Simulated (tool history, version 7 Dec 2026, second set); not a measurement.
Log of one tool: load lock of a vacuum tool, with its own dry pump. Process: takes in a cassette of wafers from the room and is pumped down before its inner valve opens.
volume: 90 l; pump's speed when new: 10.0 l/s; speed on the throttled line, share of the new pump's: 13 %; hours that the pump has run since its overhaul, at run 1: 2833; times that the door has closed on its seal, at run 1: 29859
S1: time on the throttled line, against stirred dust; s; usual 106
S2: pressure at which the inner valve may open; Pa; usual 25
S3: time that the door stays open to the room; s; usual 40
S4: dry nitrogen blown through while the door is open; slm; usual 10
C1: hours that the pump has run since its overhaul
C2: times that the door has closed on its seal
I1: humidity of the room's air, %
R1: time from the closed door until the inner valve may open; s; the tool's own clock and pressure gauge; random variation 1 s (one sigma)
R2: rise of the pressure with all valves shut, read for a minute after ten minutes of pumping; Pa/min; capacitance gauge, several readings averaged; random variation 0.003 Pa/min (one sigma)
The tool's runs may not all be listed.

{"run": 1, "hour": 0.0, "S1": 106, "S2": 25, "S3": 40, "S4": 10, "C1": 2833, "C2": 29859, "I1": 42.8, "R1": 171.4, "R2": 0.129}
{"run": 2, "hour": 92.6, "S1": 106, "S2": 25, "S3": 40, "S4": 10, "C1": 2926, "C2": 30297, "I1": 49.4, "R1": 170.4, "R2": 0.14}
{"run": 3, "hour": 177.3, "S1": 106, "S2": 25, "S3": 223, "S4": 10, "C1": 3010, "C2": 30698, "I1": 46.4, "R1": 174.5, "R2": 0.162}
{"run": 4, "hour": 277.5, "S1": 106, "S2": 25, "S3": 223, "S4": 10, "C1": 3111, "C2": 31173, "I1": 43.2, "R1": 174.3, "R2": 0.151}
{"run": 5, "hour": 408.8, "S1": 106, "S2": 25, "S3": 223, "S4": 10, "C1": 3242, "C2": 31795, "I1": 43.7, "R1": 172.7, "R2": 0.164}
{"run": 6, "hour": 484.9, "S1": 106, "S2": 25, "S3": 40, "S4": 10, "C1": 3318, "C2": 32156, "I1": 41.1, "R1": 173.0, "R2": 0.14}
{"run": 7, "hour": 609.4, "S1": 106, "S2": 25, "S3": 177, "S4": 10, "C1": 3443, "C2": 32745, "I1": 46.1, "R1": 175.6, "R2": 0.161}
{"run": 8, "hour": 723.0, "S1": 106, "S2": 25, "S3": 177, "S4": 10, "C1": 3556, "C2": 33283, "I1": 44.4, "R1": 174.1, "R2": 0.166}
{"run": 9, "hour": 823.5, "S1": 106, "S2": 25, "S3": 177, "S4": 10, "C1": 3657, "C2": 33760, "I1": 44.2, "R1": 172.5, "R2": 0.171}
{"run": 10, "hour": 887.0, "S1": 106, "S2": 25, "S3": 40, "S4": 11, "C1": 3720, "C2": 34060, "I1": 42.0, "R1": 175.4, "R2": 0.144}
{"run": 11, "hour": 943.8, "S1": 106, "S2": 25, "S3": 40, "S4": 11, "C1": 3777, "C2": 34329, "I1": 46.0, "R1": 173.5, "R2": 0.147}
{"run": 12, "hour": 998.7, "S1": 106, "S2": 25, "S3": 40, "S4": 11, "C1": 3832, "C2": 34589, "I1": 45.4, "R1": 175.9, "R2": 0.159}
{"run": 13, "hour": 1090.1, "S1": 106, "S2": 25, "S3": 40, "S4": 11, "C1": 3923, "C2": 35022, "I1": 50.6, "R1": 174.7, "R2": 0.164}
{"run": 14, "hour": 1177.1, "S1": 106, "S2": 25, "S3": 40, "S4": 11, "C1": 4010, "C2": 35434, "I1": 42.8, "R1": 174.6, "R2": 0.159}
{"run": 15, "hour": 1270.8, "S1": 106, "S2": 25, "S3": 40, "S4": 11, "C1": 4104, "C2": 35878, "I1": 46.2, "R1": 175.3, "R2": 0.162}
{"run": 16, "hour": 1403.6, "S1": 106, "S2": 25, "S3": 40, "S4": 10, "C1": 4237, "C2": 36507, "I1": 43.4, "R1": 173.5, "R2": 0.167}
{"run": 17, "hour": 1495.1, "S1": 106, "S2": 25, "S3": 40, "S4": 22, "C1": 4328, "C2": 36941, "I1": 47.9, "R1": 175.7, "R2": 0.158}
{"run": 18, "hour": 1592.2, "S1": 106, "S2": 25, "S3": 40, "S4": 22, "C1": 4425, "C2": 37400, "I1": 45.5, "R1": 175.4, "R2": 0.163}
{"run": 19, "hour": 1694.7, "S1": 106, "S2": 25, "S3": 40, "S4": 5, "C1": 4528, "C2": 37886, "I1": 47.1, "R1": 174.9, "R2": 0.183}
{"run": 20, "hour": 1764.9, "S1": 197, "S2": 25, "S3": 40, "S4": 22, "C1": 4598, "C2": 38219, "I1": 43.5, "R1": 254.6, "R2": 0.167}
{"run": 21, "hour": 1879.6, "S1": 197, "S2": 25, "S3": 40, "S4": 22, "C1": 4713, "C2": 38762, "I1": 44.6, "R1": 255.8, "R2": 0.172}
{"run": 22, "hour": 1936.6, "S1": 106, "S2": 35, "S3": 27, "S4": 10, "C1": 4770, "C2": 39032, "I1": 46.7, "R1": 171.5, "R2": 0.179}
{"run": 23, "hour": 2064.9, "S1": 106, "S2": 35, "S3": 27, "S4": 10, "C1": 4898, "C2": 39639, "I1": 46.6, "R1": 170.7, "R2": 0.19}

Forecast run 24:
{"run": 24, "hour": 2171.9, "S1": 106, "S2": 50, "S3": 40, "S4": 10, "C1": 5005, "C2": 40146, "I1": 47.0, "R1": "?", "R2": "?"}

Run 24 gave R1 169.4 s, R2 0.190 Pa/min.
Without the tool's hidden state the same run would have given R1 161.3 s, R2 0.032 Pa/min.
